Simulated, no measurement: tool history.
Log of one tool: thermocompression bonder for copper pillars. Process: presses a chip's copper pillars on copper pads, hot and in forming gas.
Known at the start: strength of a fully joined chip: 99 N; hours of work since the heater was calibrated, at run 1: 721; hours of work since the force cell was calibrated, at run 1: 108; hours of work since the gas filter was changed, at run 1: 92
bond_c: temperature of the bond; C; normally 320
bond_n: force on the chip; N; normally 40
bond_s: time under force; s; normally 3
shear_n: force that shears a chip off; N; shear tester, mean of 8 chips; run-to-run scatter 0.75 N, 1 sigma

| run | hour | bond_c | bond_n | bond_s | hours of work since the heater was calibrated | hours of work since the force cell was calibrated | hours of work since the gas filter was changed | shear_n |
|---|---|---|---|---|---|---|---|---|
| 1 | 0.0 | 320 | 40 | 3 | 721 | 108 | 92 | 49.6 |
| 2 | 9.7 | 320 | 40 | 3 | 727 | 114 | 98 | 52.2 |
| 3 | 19.6 | 320 | 33 | 3 | 734 | 121 | 105 | 44.1 |
| 4 | 35.5 | 320 | 33 | 3 | 745 | 132 | 116 | 44.2 |
|  | 41.8 | heater calibrated with a thermocouple chip |
| 5 | 51.5 | 320 | 33 | 3 | 7 | 142 | 126 | 40.9 |
| 6 | 61.7 | 320 | 40 | 3 | 14 | 149 | 133 | 46.0 |
| 7 | 74.5 | 320 | 40 | 3 | 23 | 158 | 142 | 45.5 |
| 8 | 87.8 | 320 | 40 | 3 | 32 | 167 | 151 | 45.8 |
|  | 99.3 | heater calibrated with a thermocouple chip, once more |
| 9 | 110.0 | 320 | 40 | 8 | 7 | 181 | 165 | 72.7 |
| 10 | 128.5 | 320 | 27 | 3 | 20 | 194 | 178 | 44.2 |
| 11 | 145.3 | 320 | 38 | 2 | 32 | 206 | 190 | 46.5 |
| 12 | 160.7 | 320 | 38 | 2 | 43 | 216 | 200 | 46.5 |
| 13 | 181.5 | 339 | 40 | 3 | 57 | 231 | 215 | 63.6 |
| 14 | 200.8 | 339 | 40 | 3 | 70 | 244 | 228 | 65.4 |
| 15 | 219.6 | 340 | 40 | 2 | 83 | 257 | 241 | 60.9 |
| 16 | 239.2 | 292 | 40 | 9 | 97 | 271 | 255 | 58.9 |
| 17 | 250.4 | 292 | 40 | 9 | 105 | 279 | 263 | 59.4 |
| 18 | 261.6 | 301 | 51 | 5 | 113 | 286 | 270 | 61.6 |

What if the next run were any one of these 3? Each begins from the tool's condition after run 18:
| A | 278.3 | 309 | 58 | 2 | 124 | 298 | 282 | ? |
| B | 278.3 | 331 | 34 | 6 | 124 | 298 | 282 | ? |
| C | 278.3 | 344 | 51 | 5 | 124 | 298 | 282 | ? |

| run | shear_n |
|---|---|
| A | 54.9 |
| B | 66.7 |
| C | 82.9 |
Had the tool no hidden state, the same runs would have come out as:
| run | shear_n |
|---|---|
| A | 56.8 |
| B | 68.8 |
| C | 85.4 |

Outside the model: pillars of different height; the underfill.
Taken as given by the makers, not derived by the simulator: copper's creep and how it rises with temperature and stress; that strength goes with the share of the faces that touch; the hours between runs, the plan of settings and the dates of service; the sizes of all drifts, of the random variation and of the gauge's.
